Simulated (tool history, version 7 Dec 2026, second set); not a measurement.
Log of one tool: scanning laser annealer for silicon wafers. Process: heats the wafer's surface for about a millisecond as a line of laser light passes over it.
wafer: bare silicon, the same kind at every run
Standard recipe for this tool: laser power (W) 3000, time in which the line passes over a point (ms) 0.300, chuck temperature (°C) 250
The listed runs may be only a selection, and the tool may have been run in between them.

run,hour,laser power (W),time in which the line passes over a point (ms),chuck temperature (°C),highest temperature of the surface (°C)
1,0.0,3000,0.300,250,994
2,25.7,3000,0.300,250,995
3,58.4,3273,0.300,250,1071
4,77.6,3000,0.300,250,992
# hour 95.0: window over the wafer cleaned
5,106.9,3000,0.300,287,1027
6,137.0,3000,0.300,287,1026
7,152.4,3000,0.300,287,1027
8,169.0,3000,0.300,287,1027
9,198.8,3135,0.300,287,1060
# hour 203.8: window over the wafer cleaned, once more
10,234.2,3135,0.300,287,1088
11,259.6,3135,0.300,286,1088
12,290.0,3135,0.300,286,1084
13,308.8,3135,0.300,286,1083
14,325.6,2810,0.300,286,999
15,346.3,3000,0.300,250,1012
16,377.0,3000,0.300,216,976
17,412.5,3000,0.300,216,973
18,445.0,3000,0.300,216,971
19,472.5,3000,0.221,250,911
20,501.8,2604,0.271,247,867

Run 21 has not been measured yet. What should we expect?
21,527.3,3027,0.314,268,?

{"run 21": {"highest temperature of the surface (°C)": 1041}}
Minus the tool's unlogged condition, the same run would have read highest temperature of the surface (°C) 1071.

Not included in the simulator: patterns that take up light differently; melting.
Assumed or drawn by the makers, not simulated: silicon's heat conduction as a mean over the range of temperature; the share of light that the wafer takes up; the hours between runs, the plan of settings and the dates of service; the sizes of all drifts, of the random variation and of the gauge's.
